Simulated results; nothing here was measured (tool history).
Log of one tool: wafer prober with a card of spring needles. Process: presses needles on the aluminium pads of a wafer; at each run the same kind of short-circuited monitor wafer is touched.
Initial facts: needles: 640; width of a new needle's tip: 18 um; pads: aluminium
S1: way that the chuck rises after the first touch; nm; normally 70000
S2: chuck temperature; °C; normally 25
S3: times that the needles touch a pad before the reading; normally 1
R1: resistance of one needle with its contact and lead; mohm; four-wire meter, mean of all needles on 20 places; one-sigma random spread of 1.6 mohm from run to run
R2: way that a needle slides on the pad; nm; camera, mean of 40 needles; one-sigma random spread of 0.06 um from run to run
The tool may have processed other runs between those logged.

{"run": 1, "hour": 0.0, "S1": 70000, "S2": 25, "S3": 1, "R1": 159, "R2": 16420}
{"run": 2, "hour": 13.6, "S1": 70000, "S2": 25, "S3": 1, "R1": 160, "R2": 16440}
{"run": 3, "hour": 25.7, "S1": 70000, "S2": 25, "S3": 1, "R1": 160, "R2": 16350}
{"run": 4, "hour": 52.8, "S1": 70000, "S2": 25, "S3": 1, "R1": 160, "R2": 16320}
{"run": 5, "hour": 80.0, "S1": 63000, "S2": 25, "S3": 1, "R1": 161, "R2": 14780}
{"run": 6, "hour": 108.1, "S1": 70000, "S2": 25, "S3": 1, "R1": 157, "R2": 16410}
{"run": 7, "hour": 137.8, "S1": 70000, "S2": 25, "S3": 1, "R1": 158, "R2": 16340}
{"run": 8, "hour": 164.6, "S1": 70000, "S2": 25, "S3": 1, "R1": 160, "R2": 16370}
{"run": 9, "hour": 193.7, "S1": 70000, "S2": 25, "S3": 1, "R1": 156, "R2": 16370}
{"run": 10, "hour": 213.9, "S1": 70000, "S2": 25, "S3": 1, "R1": 160, "R2": 16450}
{"run": 11, "hour": 233.6, "S1": 70000, "S2": 25, "S3": 1, "R1": 159, "R2": 16320}
{"run": 12, "hour": 248.6, "S1": 70000, "S2": 25, "S3": 1, "R1": 159, "R2": 16350}
{"run": 13, "hour": 269.1, "S1": 70000, "S2": 25, "S3": 1, "R1": 158, "R2": 16350}
{"run": 14, "hour": 282.7, "S1": 70000, "S2": 25, "S3": 1, "R1": 161, "R2": 16320}
{"run": 15, "hour": 302.4, "S1": 70000, "S2": 25, "S3": 1, "R1": 157, "R2": 16380}
{"run": 16, "hour": 324.9, "S1": 70000, "S2": 69, "S3": 1, "R1": 169, "R2": 16290}
{"run": 17, "hour": 353.5, "S1": 52000, "S2": 69, "S3": 1, "R1": 172, "R2": 12180}
{"run": 18, "hour": 380.5, "S1": 52000, "S2": 69, "S3": 1, "R1": 169, "R2": 12120}
{"run": 19, "hour": 407.4, "S1": 52000, "S2": 69, "S3": 1, "R1": 169, "R2": 12200}
{"run": 20, "hour": 427.1, "S1": 64000, "S2": 124, "S3": 3, "R1": 177, "R2": 14920}
{"run": 21, "hour": 455.6, "S1": 64000, "S2": 124, "S3": 3, "R1": 177, "R2": 14990}
{"run": 22, "hour": 472.2, "S1": 66000, "S2": 25, "S3": 2, "R1": 158, "R2": 15350}
{"run": 23, "hour": 485.4, "S1": 70000, "S2": 42, "S3": 1, "R1": 160, "R2": 16250}
{"run": 24, "hour": 513.5, "S1": 70000, "S2": 42, "S3": 1, "R1": 159, "R2": 16360}
{"run": 25, "hour": 539.4, "S1": 70000, "S2": 42, "S3": 1, "R1": 160, "R2": 16310}
{"run": 26, "hour": 551.9, "S1": 81000, "S2": 73, "S3": 2, "R1": 162, "R2": 18920}
{"run": 27, "hour": 570.4, "S1": 81000, "S2": 73, "S3": 2, "R1": 163, "R2": 18910}
{"run": 28, "hour": 590.3, "S1": 81000, "S2": 73, "S3": 2, "R1": 164, "R2": 18910}
{"run": 29, "hour": 602.6, "S1": 70000, "S2": 25, "S3": 2, "R1": 158, "R2": 16280}
{"run": 30, "hour": 629.7, "S1": 70000, "S2": 48, "S3": 1, "R1": 163, "R2": 16340}
{"run": 31, "hour": 648.6, "S1": 58000, "S2": 25, "S3": 3, "R1": 161, "R2": 13520}

Not shown: 37 entries that the log had between the listed runs. Between which runs, and how does the tool's hidden state differ before and after?
Run 1 -> run 2: tips cleaned on abrasive film (hour 13.6)
  debris on the tips, nm: 0.1 -> 0
Run 3 -> run 4: tips cleaned on abrasive film (hour 31.6); tips cleaned on abrasive film (hour 49)
  debris on the tips, nm: 0.5 -> 0.2
Run 4 -> run 5: tips cleaned on abrasive film (hour 67.2)
  debris on the tips, nm: 0.2 -> 0.5
Run 5 -> run 6: tips cleaned on abrasive film (hour 84.1); tips cleaned on abrasive film (hour 101.5)
  debris on the tips, nm: 0.5 -> 0.3
Run 6 -> run 7: tips cleaned on abrasive film (hour 118); tips cleaned on abrasive film (hour 135.2)
  debris on the tips, nm: 0.3 -> 0.2; way that the needles fall short of the set height, um: 0 -> 0.01
Run 7 -> run 8: tips cleaned on abrasive film (hour 153.8)
  debris on the tips, nm: 0.2 -> 0.4
Run 8 -> run 9: tips cleaned on abrasive film (hour 170.4); tips cleaned on abrasive film (hour 187.2)
  debris on the tips, nm: 0.4 -> 0.3
Run 9 -> run 10: tips cleaned on abrasive film (hour 204)
  debris on the tips, nm: 0.3 -> 0.4
Run 10 -> run 11: tips cleaned on abrasive film (hour 221.4)
  nothing in the hidden state changes from one run to the other
Run 11 -> run 12: tips cleaned on abrasive film (hour 238)
  nothing in the hidden state changes from one run to the other
Run 12 -> run 13: tips cleaned on abrasive film (hour 254.6)
  debris on the tips, nm: 0.4 -> 0.5
Run 13 -> run 14: tips cleaned on abrasive film (hour 273.2)
  debris on the tips, nm: 0.5 -> 0.4
Run 14 -> run 15: tips cleaned on abrasive film (hour 290.1)
  debris on the tips, nm: 0.4 -> 0.5
Run 15 -> run 16: tips cleaned on abrasive film (hour 307.5); tips cleaned on abrasive film (hour 324.1)
  debris on the tips, nm: 0.5 -> 0.1
Run 16 -> run 17: tips cleaned on abrasive film (hour 341.2)
  debris on the tips, nm: 0.1 -> 0.4
Run 17 -> run 18: tips cleaned on abrasive film (hour 358.4); tips cleaned on abrasive film (hour 376.6)
  debris on the tips, nm: 0.4 -> 0.2
Run 18 -> run 19: tips cleaned on abrasive film (hour 393.4)
  debris on the tips, nm: 0.2 -> 0.5
Run 19 -> run 20: tips cleaned on abrasive film (hour 411)
  nothing in the hidden state changes from one run to the other
Run 20 -> run 21: tips cleaned on abrasive film (hour 429.6); tips cleaned on abrasive film (hour 448.6)
  debris on the tips, nm: 0.5 -> 0.3
Run 21 -> run 22: tips cleaned on abrasive film (hour 466.8)
  nothing in the hidden state changes from one run to the other
Run 22 -> run 23: tips cleaned on abrasive film (hour 484)
  debris on the tips, nm: 0.3 -> 0.1
Run 23 -> run 24: tips cleaned on abrasive film (hour 502.2)
  debris on the tips, nm: 0.1 -> 0.4
Run 24 -> run 25: tips cleaned on abrasive film (hour 519.2); tips cleaned on abrasive film (hour 535.7)
  debris on the tips, nm: 0.4 -> 0.2
Run 26 -> run 27: tips cleaned on abrasive film (hour 553.4); tips cleaned on abrasive film (hour 570.4)
  debris on the tips, nm: 0.5 -> 0
Run 27 -> run 28: tips cleaned on abrasive film (hour 588.1)
  debris on the tips, nm: 0 -> 0.2; way that the needles fall short of the set height, um: 0.01 -> 0.02
Run 29 -> run 30: tips cleaned on abrasive film (hour 604.8); tips cleaned on abrasive film (hour 622.8)
  debris on the tips, nm: 0.5 -> 0.3
Run 30 -> run 31: tips cleaned on abrasive film (hour 639.7)
  nothing in the hidden state changes from one run to the other
